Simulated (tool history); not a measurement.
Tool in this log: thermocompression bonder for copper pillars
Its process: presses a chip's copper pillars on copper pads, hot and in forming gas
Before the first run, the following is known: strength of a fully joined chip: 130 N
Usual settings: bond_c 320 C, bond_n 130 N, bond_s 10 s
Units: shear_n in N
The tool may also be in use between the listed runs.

{"run": 1, "hour": 0.0, "bond_c": 320, "bond_n": 130, "bond_s": 10, "shear_n": 47.7}
{"run": 2, "hour": 17.6, "bond_c": 320, "bond_n": 130, "bond_s": 10, "shear_n": 46.9}
{"run": 3, "hour": 42.5, "bond_c": 320, "bond_n": 130, "bond_s": 10, "shear_n": 47.7}
{"run": 4, "hour": 69.5, "bond_c": 320, "bond_n": 130, "bond_s": 10, "shear_n": 46.2}
{"run": 5, "hour": 105.9, "bond_c": 320, "bond_n": 130, "bond_s": 10, "shear_n": 46.9}
{"run": 6, "hour": 127.9, "bond_c": 320, "bond_n": 130, "bond_s": 10, "shear_n": 45.9}
{"run": 7, "hour": 143.0, "bond_c": 320, "bond_n": 130, "bond_s": 10, "shear_n": 46.2}
{"run": 8, "hour": 179.7, "bond_c": 320, "bond_n": 130, "bond_s": 10, "shear_n": 46.3}
{"run": 9, "hour": 203.9, "bond_c": 320, "bond_n": 130, "bond_s": 10, "shear_n": 45.6}
{"run": 10, "hour": 220.4, "bond_c": 320, "bond_n": 88, "bond_s": 20, "shear_n": 44.2}
{"hour": 225.4, "done": "heater calibrated with a thermocouple chip"}
{"run": 11, "hour": 238.5, "bond_c": 348, "bond_n": 130, "bond_s": 28, "shear_n": 78.5}
{"run": 12, "hour": 272.5, "bond_c": 313, "bond_n": 130, "bond_s": 28, "shear_n": 64.2}
{"hour": 279.2, "done": "forming gas filter changed"}
{"run": 13, "hour": 296.0, "bond_c": 325, "bond_n": 130, "bond_s": 28, "shear_n": 75.2}
{"run": 14, "hour": 331.0, "bond_c": 325, "bond_n": 130, "bond_s": 28, "shear_n": 73.7}
{"run": 15, "hour": 352.1, "bond_c": 344, "bond_n": 159, "bond_s": 5, "shear_n": 54.6}

Had the tool no unlogged condition, and each run kept its random variation, what would the results have been?
The tool's hidden condition here consists of: true temperature of the bond over the reading, C; force that reaches the chip, % of what is set; oxide that the forming gas leaves, % of the face; drift of the gauge itself on shear_n, %.
run=1 shear_n=50
run=2 shear_n=49.4
run=3 shear_n=50.4
run=4 shear_n=49
run=5 shear_n=50.1
run=6 shear_n=49.1
run=7 shear_n=49.7
run=8 shear_n=50
run=9 shear_n=49.5
run=10 shear_n=48.1
run=11 shear_n=85.6
run=12 shear_n=69.8
run=13 shear_n=74.1
run=14 shear_n=73.1
run=15 shear_n=54.4
